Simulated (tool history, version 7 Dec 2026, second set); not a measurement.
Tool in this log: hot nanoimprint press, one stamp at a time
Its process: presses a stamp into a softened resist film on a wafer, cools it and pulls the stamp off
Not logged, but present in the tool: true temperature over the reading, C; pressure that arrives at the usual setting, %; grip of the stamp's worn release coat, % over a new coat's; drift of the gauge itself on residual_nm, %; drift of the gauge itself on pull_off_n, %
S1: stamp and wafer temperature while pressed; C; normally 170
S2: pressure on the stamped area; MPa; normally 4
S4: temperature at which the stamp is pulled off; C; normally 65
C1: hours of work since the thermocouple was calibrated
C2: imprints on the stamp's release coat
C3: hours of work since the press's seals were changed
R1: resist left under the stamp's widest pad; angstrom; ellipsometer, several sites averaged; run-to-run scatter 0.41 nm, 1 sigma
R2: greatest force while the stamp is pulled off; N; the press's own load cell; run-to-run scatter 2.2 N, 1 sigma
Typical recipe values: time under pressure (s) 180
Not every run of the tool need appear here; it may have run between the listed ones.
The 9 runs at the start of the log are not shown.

{"run": 10, "hour": 91.0, "S1": 179, "S2": 3.07, "time under pressure (s)": 180, "S4": 65, "C1": 96, "C2": 922, "C3": 390, "R1": 3409, "R2": 118}
{"run": 11, "hour": 97.9, "S1": 179, "S2": 3.07, "time under pressure (s)": 180, "S4": 65, "C1": 100, "C2": 952, "C3": 394, "R1": 3418, "R2": 125}
{"run": 12, "hour": 106.1, "S1": 179, "S2": 3.07, "time under pressure (s)": 180, "S4": 65, "C1": 105, "C2": 989, "C3": 399, "R1": 3409, "R2": 125}
{"run": 13, "hour": 119.0, "S1": 170, "S2": 4, "time under pressure (s)": 180, "S4": 65, "C1": 113, "C2": 1046, "C3": 407, "R1": 3848, "R2": 121}
{"run": 14, "hour": 126.5, "S1": 170, "S2": 4, "time under pressure (s)": 180, "S4": 65, "C1": 118, "C2": 1079, "C3": 412, "R1": 3851, "R2": 131}
{"run": 15, "hour": 140.7, "S1": 170, "S2": 4, "time under pressure (s)": 180, "S4": 65, "C1": 126, "C2": 1142, "C3": 420, "R1": 3845, "R2": 126}
{"run": 16, "hour": 151.1, "S1": 167, "S2": 3.98, "time under pressure (s)": 226, "S4": 53, "C1": 133, "C2": 1188, "C3": 427, "R1": 3840, "R2": 143}
{"run": 17, "hour": 163.1, "S1": 167, "S2": 3.98, "time under pressure (s)": 226, "S4": 53, "C1": 140, "C2": 1241, "C3": 434, "R1": 3849, "R2": 142}
{"run": 18, "hour": 169.2, "S1": 167, "S2": 3.98, "time under pressure (s)": 226, "S4": 53, "C1": 144, "C2": 1268, "C3": 438, "R1": 3843, "R2": 138}
{"run": 19, "hour": 182.7, "S1": 170, "S2": 4, "time under pressure (s)": 133, "S4": 51, "C1": 152, "C2": 1327, "C3": 446, "R1": 4238, "R2": 147}
{"run": 20, "hour": 190.4, "S1": 170, "S2": 4, "time under pressure (s)": 324, "S4": 65, "C1": 157, "C2": 1362, "C3": 451, "R1": 3094, "R2": 130}
{"run": 21, "hour": 202.2, "S1": 170, "S2": 4, "time under pressure (s)": 115, "S4": 65, "C1": 164, "C2": 1414, "C3": 458, "R1": 4435, "R2": 131}
{"run": 22, "hour": 212.4, "S1": 167, "S2": 3.86, "time under pressure (s)": 180, "S4": 65, "C1": 171, "C2": 1459, "C3": 465, "R1": 4181, "R2": 133}
{"run": 23, "hour": 225.6, "S1": 170, "S2": 4, "time under pressure (s)": 194, "S4": 55, "C1": 179, "C2": 1518, "C3": 473, "R1": 3742, "R2": 145}
{"run": 24, "hour": 237.8, "S1": 170, "S2": 4.04, "time under pressure (s)": 180, "S4": 53, "C1": 186, "C2": 1572, "C3": 480, "R1": 3821, "R2": 150}
{"run": 25, "hour": 251.4, "S1": 177, "S2": 4, "time under pressure (s)": 180, "S4": 65, "C1": 195, "C2": 1632, "C3": 489, "R1": 3212, "R2": 139}
{"run": 26, "hour": 265.9, "S1": 163, "S2": 4, "time under pressure (s)": 103, "S4": 54, "C1": 204, "C2": 1696, "C3": 498, "R1": 5208, "R2": 155}
{"run": 27, "hour": 276.7, "S1": 178, "S2": 2.47, "time under pressure (s)": 180, "S4": 65, "C1": 210, "C2": 1743, "C3": 504, "R1": 3786, "R2": 139}
{"run": 28, "hour": 284.3, "S1": 181, "S2": 4, "time under pressure (s)": 172, "S4": 65, "C1": 215, "C2": 1777, "C3": 509, "R1": 2944, "R2": 143}
{"run": 29, "hour": 290.4, "S1": 181, "S2": 4, "time under pressure (s)": 172, "S4": 65, "C1": 219, "C2": 1804, "C3": 513, "R1": 2945, "R2": 144}
{"run": 30, "hour": 298.9, "S1": 181, "S2": 4, "time under pressure (s)": 158, "S4": 65, "C1": 224, "C2": 1842, "C3": 518, "R1": 3044, "R2": 138}

Branching from run 30: 4 alternative next runs. What would each branch give?
{"run": "A", "hour": 313.2, "S1": 160, "S2": 4, "time under pressure (s)": 122, "S4": 65, "C1": 233, "C2": 1905, "C3": 527, "R1": "?", "R2": "?"}
{"run": "B", "hour": 313.2, "S1": 181, "S2": 3.95, "time under pressure (s)": 105, "S4": 51, "C1": 233, "C2": 1905, "C3": 527, "R1": "?", "R2": "?"}
{"run": "C", "hour": 313.2, "S1": 170, "S2": 4.31, "time under pressure (s)": 98, "S4": 65, "C1": 233, "C2": 1905, "C3": 527, "R1": "?", "R2": "?"}
{"run": "D", "hour": 313.2, "S1": 170, "S2": 2.63, "time under pressure (s)": 180, "S4": 70, "C1": 233, "C2": 1905, "C3": 527, "R1": "?", "R2": "?"}

run=A R1=5306 R2=146
run=B R1=3575 R2=166
run=C R1=4514 R2=144
run=D R1=4426 R2=141
Without the tool's hidden state the same runs would have given:
run=A R1=5318 R2=99
run=B R1=3576 R2=111
run=C R1=4518 R2=97
run=D R1=4447 R2=95
